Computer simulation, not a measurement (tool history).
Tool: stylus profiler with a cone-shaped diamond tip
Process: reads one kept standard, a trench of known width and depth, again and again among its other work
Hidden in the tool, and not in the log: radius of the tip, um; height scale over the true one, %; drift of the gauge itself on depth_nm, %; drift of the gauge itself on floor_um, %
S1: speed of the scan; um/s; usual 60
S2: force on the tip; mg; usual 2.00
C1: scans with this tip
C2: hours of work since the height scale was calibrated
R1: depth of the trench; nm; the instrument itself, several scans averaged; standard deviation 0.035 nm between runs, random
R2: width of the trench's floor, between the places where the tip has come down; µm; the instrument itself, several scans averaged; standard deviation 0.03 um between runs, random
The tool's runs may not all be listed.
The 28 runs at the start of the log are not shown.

Run 29, hour 2732.9: usual settings but S1 146 um/s; C1 2718; C2 343. Result: R1 506.09 nm, R2 96.34 µm.
Run 30, hour 2810.3: usual settings but S2 1.41 mg; C1 3195; C2 403. Result: R1 504.85 nm, R2 96.37 µm.
Run 31, hour 2899.1: usual settings but S2 1.41 mg; C1 3743; C2 472. Result: R1 504.82 nm, R2 96.36 µm.
Run 32, hour 2959.2: usual settings but S2 0.97 mg; C1 4114; C2 519. Result: R1 503.84 nm, R2 96.16 µm.
Run 33, hour 3097.7: usual settings but S2 2.14 mg; C1 4969; C2 627. Result: R1 506.53 nm, R2 96.05 µm.
Run 34, hour 3163.7: usual settings but S2 4.85 mg; C1 5376; C2 678. Result: R1 511.21 nm, R2 96.07 µm.
Run 35, hour 3289.4: usual settings but S1 23 um/s, S2 2.05 mg; C1 6151; C2 776. Result: R1 506.41 nm, R2 95.95 µm.
Run 36, hour 3431.0: usual settings but S1 26 um/s, S2 2.38 mg; C1 7025; C2 886. Result: R1 507.24 nm, R2 95.82 µm.
At hour 3534.2: height scale calibrated on a step standard.
Run 37, hour 3546.1: usual settings but S1 39 um/s, S2 1.34 mg; C1 7732; C2 9. Result: R1 504.47 nm, R2 95.61 µm.
Run 38, hour 3618.4: usual settings but S1 39 um/s, S2 1.34 mg; C1 8179; C2 66. Result: R1 504.59 nm, R2 95.50 µm.
Run 39, hour 3717.6: usual settings but S1 100 um/s, S2 2.68 mg; C1 8791; C2 143. Result: R1 507.37 nm, R2 95.34 µm.
Run 40, hour 3795.0: usual settings but S1 74 um/s, S2 1.28 mg; C1 9268; C2 203. Result: R1 504.51 nm, R2 95.21 µm.
Run 41, hour 3873.1: usual settings but S1 75 um/s, S2 5.73 mg; C1 9750; C2 264. Result: R1 512.36 nm, R2 95.32 µm.
Run 42, hour 3977.5: usual settings but S1 75 um/s, S2 5.73 mg; C1 10394; C2 345. Result: R1 512.40 nm, R2 95.23 µm.
Run 43, hour 4066.2: usual settings but S1 75 um/s, S2 5.73 mg; C1 10942; C2 414. Result: R1 512.52 nm, R2 95.13 µm.
Run 44, hour 4202.1: usual settings but S1 15 um/s, S2 5.16 mg; C1 11780; C2 520. Result: R1 511.72 nm, R2 95.13 µm.
Run 45, hour 4271.5: usual settings but S1 15 um/s, S2 5.16 mg; C1 12208; C2 574. Result: R1 511.77 nm, R2 95.05 µm.
Run 46, hour 4374.4: usual settings but S1 39 um/s; C1 12843; C2 654. Result: R1 506.38 nm, R2 94.85 µm.

Consider 3 possible next runs. They are alternatives, not a sequence: every one starts from the tool as it was left by run 46. What does each give?
At hour 4474.0: new tip fitted, height scale calibrated.
Run A, hour 4474.0: usual settings but S1 42 um/s, S2 4.26 mg; C1 0; C2 0. Result: R1 ?, R2 ?.
At hour 4474.0: new tip fitted, height scale calibrated.
Run B, hour 4474.0: usual settings but S1 39 um/s, S2 1.29 mg; C1 0; C2 0. Result: R1 ?, R2 ?.
At hour 4474.0: new tip fitted, height scale calibrated.
Run C, hour 4474.0: usual settings but S2 1.57 mg; C1 0; C2 0. Result: R1 ?, R2 ?.

run      R1     R2
  A  510.22  97.30
  B  504.64  97.22
  C  505.33  97.19
With the hidden condition removed and each run's random variation left untouched, the same runs would have given:
run      R1     R2
  A  510.11  97.31
  B  504.53  97.23
  C  505.22  97.20
